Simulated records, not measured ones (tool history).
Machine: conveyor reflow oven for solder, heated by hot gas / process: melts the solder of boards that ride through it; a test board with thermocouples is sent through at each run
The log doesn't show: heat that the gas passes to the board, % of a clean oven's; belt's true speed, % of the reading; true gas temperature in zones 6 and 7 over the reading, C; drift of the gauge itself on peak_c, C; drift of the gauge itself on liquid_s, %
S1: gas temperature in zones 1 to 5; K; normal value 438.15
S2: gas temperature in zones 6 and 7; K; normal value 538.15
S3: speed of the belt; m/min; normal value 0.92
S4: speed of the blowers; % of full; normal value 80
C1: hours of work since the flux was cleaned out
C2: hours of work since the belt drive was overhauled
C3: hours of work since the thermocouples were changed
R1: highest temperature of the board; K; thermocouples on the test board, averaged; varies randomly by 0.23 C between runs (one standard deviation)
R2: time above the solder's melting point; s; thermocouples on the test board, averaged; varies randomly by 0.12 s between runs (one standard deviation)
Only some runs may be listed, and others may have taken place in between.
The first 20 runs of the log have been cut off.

run,day,S1,S2,S3,S4,C1,C2,C3,R1,R2
21,12.479,423.15,553.15,0.825,57,186,35,613,531.15,40.9
22,12.971,423.15,553.15,0.825,57,192,42,619,531.05,41
23,13.317,433.15,553.15,0.952,67,197,46,623,529.25,36.2
24,14.025,433.15,553.15,0.952,67,205,54,632,529.55,36
25,14.433,427.15,539.15,0.92,80,210,60,637,519.75,32.3
26,15.012,427.15,539.15,0.92,80,217,67,644,519.55,32
27,15.608,438.15,538.15,0.807,80,225,74,651,524.35,42.9
# day 16.317: thermocouples of zones 6 and 7 changed
28,16.317,438.15,538.15,0.807,80,232,82,0,526.05,43.8
29,16.662,438.15,532.15,0.832,80,237,86,4,519.95,38.8
30,17.067,438.15,532.15,0.832,70,242,91,9,518.35,37.8

Consider 5 possible next runs. They are alternatives, not a sequence: every one starts from the tool as it was left by run 30. What does each give?
A,17.654,448.15,538.15,1.002,80,249,98,16,?,?
B,17.654,426.15,538.15,0.92,70,249,98,16,?,?
C,17.654,425.15,538.15,0.92,80,249,98,16,?,?
D,17.654,438.15,552.15,0.952,70,249,98,16,?,?
E,17.654,438.15,538.15,0.92,88,249,98,16,?,?

run,R1,R2
A,520.75,34
B,518.75,30.8
C,520.35,32.1
D,531.45,38.1
E,523.15,36.4
Had the tool no hidden state, the same runs would have come out as:
run,R1,R2
A,521.95,34.8
B,520.05,31.8
C,521.75,33.1
D,532.85,38.8
E,524.45,37.2

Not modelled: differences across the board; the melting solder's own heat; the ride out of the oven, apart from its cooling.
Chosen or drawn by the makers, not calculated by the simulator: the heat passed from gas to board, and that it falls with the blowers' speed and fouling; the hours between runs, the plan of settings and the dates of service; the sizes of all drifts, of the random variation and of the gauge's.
